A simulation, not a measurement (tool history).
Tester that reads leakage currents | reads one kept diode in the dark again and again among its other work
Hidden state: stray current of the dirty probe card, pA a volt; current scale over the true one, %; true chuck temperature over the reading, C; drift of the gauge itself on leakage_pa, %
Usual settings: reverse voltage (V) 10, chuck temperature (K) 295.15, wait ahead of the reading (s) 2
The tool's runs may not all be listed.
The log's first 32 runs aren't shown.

| run | hour | reverse voltage (V) | chuck temperature (K) | wait ahead of the reading (s) | hours of work since the probe card was cleaned | hours of work since the tester was calibrated | hours of work since the chuck was calibrated | current that the tester gives (pA) |
|---|---|---|---|---|---|---|---|---|
| 33 | 1351.9 | 10 | 306.15 | 0.79 | 1986 | 2502 | 1071 | 216.82 |
| 34 | 1386.3 | 7 | 328.15 | 9.42 | 2009 | 2526 | 1094 | 979.97 |
| 35 | 1417.9 | 4.8 | 320.15 | 1.63 | 2031 | 2547 | 1116 | 422.85 |
| 36 | 1459.6 | 9 | 295.15 | 2 | 2059 | 2575 | 1144 | 79.75 |
| 37 | 1505.6 | 3.8 | 326.15 | 2 | 2091 | 2607 | 1175 | 581.25 |
| 38 | 1538.9 | 3.8 | 326.15 | 2 | 2113 | 2629 | 1198 | 583.7 |
| 39 | 1571.2 | 14.4 | 299.15 | 6.21 | 2135 | 2651 | 1220 | 147.55 |
| 40 | 1607.4 | 10.3 | 299.15 | 6.21 | 2160 | 2676 | 1244 | 119.45 |

Forecast each of these 4 alternatives for the next run:
| A | 1635.3 | 10.3 | 299.15 | 0.35 | 2179 | 2695 | 1263 | ? |
| B | 1635.3 | 4.1 | 301.15 | 9.06 | 2179 | 2695 | 1263 | ? |
| C | 1635.3 | 10 | 316.15 | 1.6 | 2179 | 2695 | 1263 | ? |
| D | 1635.3 | 1.2 | 326.15 | 6.21 | 2179 | 2695 | 1263 | ? |

| run | current that the tester gives (pA) |
|---|---|
| A | 129.76 |
| B | 79.64 |
| C | 475.92 |
| D | 290.05 |
Without the tool's hidden state the same runs would have given:
| run | current that the tester gives (pA) |
|---|---|
| A | 132.26 |
| B | 83.23 |
| C | 504.46 |
| D | 309.83 |

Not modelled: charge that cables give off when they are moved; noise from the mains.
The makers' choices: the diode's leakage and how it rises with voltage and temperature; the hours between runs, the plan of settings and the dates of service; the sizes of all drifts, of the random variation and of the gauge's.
